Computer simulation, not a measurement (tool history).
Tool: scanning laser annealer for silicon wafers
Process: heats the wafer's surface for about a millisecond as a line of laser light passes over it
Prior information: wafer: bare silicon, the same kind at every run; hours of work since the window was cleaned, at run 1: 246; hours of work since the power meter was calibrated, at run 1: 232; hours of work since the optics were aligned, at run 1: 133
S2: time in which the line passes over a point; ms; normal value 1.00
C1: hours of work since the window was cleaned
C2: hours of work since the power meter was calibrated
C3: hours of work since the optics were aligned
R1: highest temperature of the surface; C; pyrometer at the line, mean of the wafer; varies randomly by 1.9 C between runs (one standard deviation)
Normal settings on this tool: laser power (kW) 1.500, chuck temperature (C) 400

Run 1, hour 0.0: usual settings; C1 246; C2 232; C3 133. Result: R1 1211 C.
Run 2, hour 11.0: usual settings; C1 253; C2 238; C3 140. Result: R1 1213 C.
Run 3, hour 20.1: usual settings; C1 259; C2 244; C3 146. Result: R1 1212 C.
Run 4, hour 29.0: usual settings but chuck temperature (C) 398; C1 264; C2 249; C3 151. Result: R1 1207 C.
Run 5, hour 40.6: usual settings but laser power (kW) 1.477; C1 272; C2 257; C3 158. Result: R1 1196 C.
Run 6, hour 53.5: usual settings; C1 279; C2 265; C3 166. Result: R1 1213 C.
Run 7, hour 71.5: usual settings; C1 291; C2 276; C3 177. Result: R1 1211 C.
Run 8, hour 83.6: usual settings; C1 298; C2 283; C3 185. Result: R1 1212 C.
Run 9, hour 91.9: usual settings; C1 303; C2 288; C3 190. Result: R1 1210 C.
Run 10, hour 107.2: usual settings; C1 313; C2 298; C3 199. Result: R1 1210 C.
Run 11, hour 117.6: usual settings but S2 0.72 ms; C1 319; C2 304; C3 206. Result: R1 1074 C.
Run 12, hour 134.1: usual settings but S2 0.91 ms; C1 329; C2 314; C3 216. Result: R1 1165 C.
Run 13, hour 143.4: usual settings but S2 0.91 ms; C1 335; C2 320; C3 221. Result: R1 1167 C.
Run 14, hour 152.9: usual settings but S2 0.91 ms; C1 341; C2 326; C3 227. Result: R1 1168 C.
Run 15, hour 170.3: usual settings; C1 351; C2 336; C3 238. Result: R1 1205 C.
Run 16, hour 180.5: usual settings; C1 358; C2 343; C3 244. Result: R1 1205 C.
Run 17, hour 191.0: usual settings; C1 364; C2 349; C3 251. Result: R1 1207 C.
Run 18, hour 201.8: usual settings but laser power (kW) 1.397; C1 371; C2 356; C3 257. Result: R1 1145 C.
Run 19, hour 215.3: usual settings but laser power (kW) 1.397; C1 379; C2 364; C3 266. Result: R1 1147 C.
Run 20, hour 226.8: usual settings but laser power (kW) 1.397; C1 386; C2 371; C3 273. Result: R1 1142 C.
At hour 230.5: laser's power meter calibrated.
Run 21, hour 242.6: usual settings but laser power (kW) 1.397; C1 394; C2 7; C3 281. Result: R1 1143 C.
Run 22, hour 255.8: usual settings but laser power (kW) 1.397; C1 402; C2 16; C3 289. Result: R1 1140 C.
Run 23, hour 273.3: usual settings but laser power (kW) 1.397; C1 413; C2 26; C3 300. Result: R1 1141 C.
Run 24, hour 290.7: usual settings but laser power (kW) 1.482, S2 0.81 ms, chuck temperature (C) 370; C1 424; C2 37; C3 310. Result: R1 1068 C.
Run 25, hour 300.5: usual settings but laser power (kW) 1.399, S2 1.25 ms; C1 430; C2 43; C3 316. Result: R1 1239 C.
Run 26, hour 317.3: usual settings but laser power (kW) 1.462, S2 1.14 ms, chuck temperature (C) 429; C1 440; C2 53; C3 327. Result: R1 1259 C.
At hour 331.6: laser's power meter calibrated, once more.
Run 27, hour 333.0: usual settings but laser power (kW) 1.426, chuck temperature (C) 373; C1 448; C2 1; C3 334. Result: R1 1130 C.
Run 28, hour 349.1: usual settings but laser power (kW) 1.462, S2 0.70 ms, chuck temperature (C) 419; C1 458; C2 11; C3 344. Result: R1 1054 C.
Run 29, hour 366.0: usual settings but laser power (kW) 1.462, S2 0.80 ms, chuck temperature (C) 409; C1 468; C2 21; C3 355. Result: R1 1098 C.
Run 30, hour 383.4: usual settings but laser power (kW) 1.507, S2 0.72 ms, chuck temperature (C) 413; C1 479; C2 32; C3 366. Result: R1 1082 C.
Run 31, hour 401.1: usual settings but S2 0.72 ms; C1 490; C2 43; C3 376. Result: R1 1064 C.
Run 32, hour 412.2: usual settings but chuck temperature (C) 380; C1 497; C2 50; C3 383. Result: R1 1177 C.
Run 33, hour 423.7: usual settings but chuck temperature (C) 436; C1 504; C2 57; C3 390. Result: R1 1235 C.
Run 34, hour 435.0: usual settings but chuck temperature (C) 436; C1 511; C2 64; C3 397. Result: R1 1230 C.
Run 35, hour 452.5: usual settings but laser power (kW) 1.302, S2 0.95 ms, chuck temperature (C) 406; C1 521; C2 74; C3 408. Result: R1 1067 C.
Run 36, hour 465.1: usual settings but laser power (kW) 1.302, S2 0.95 ms, chuck temperature (C) 406; C1 529; C2 82; C3 416. Result: R1 1072 C.
Run 37, hour 474.4: usual settings but laser power (kW) 1.456, chuck temperature (C) 403; C1 535; C2 88; C3 422. Result: R1 1174 C.
Run 38, hour 482.8: usual settings but laser power (kW) 1.456, chuck temperature (C) 403; C1 540; C2 93; C3 427. Result: R1 1172 C.
Run 39, hour 493.3: usual settings but laser power (kW) 1.456, chuck temperature (C) 403; C1 546; C2 100; C3 433. Result: R1 1172 C.
Run 40, hour 511.4: usual settings but laser power (kW) 1.456, chuck temperature (C) 403; C1 558; C2 111; C3 444. Result: R1 1173 C.
Run 41, hour 519.2: usual settings but laser power (kW) 1.456, chuck temperature (C) 403; C1 562; C2 116; C3 449. Result: R1 1172 C.

Run by run, hidden condition taken away, random variation retained:
The hidden state here: light that passes the window, % of a clean one's; laser's true power over the reading, %; width of the line over the set one, %; drift of the gauge itself on peak_c, C.
run    R1
  1  1232
  2  1235
  3  1233
  4  1229
  5  1218
  6  1237
  7  1236
  8  1237
  9  1235
 10  1236
 11  1096
 12  1191
 13  1193
 14  1194
 15  1234
 16  1235
 17  1236
 18  1173
 19  1175
 20  1171
 21  1175
 22  1172
 23  1174
 24  1100
 25  1278
 26  1299
 27  1162
 28  1081
 29  1128
 30  1113
 31  1095
 32  1214
 33  1273
 34  1268
 35  1100
 36  1105
 37  1213
 38  1211
 39  1212
 40  1213
 41  1213
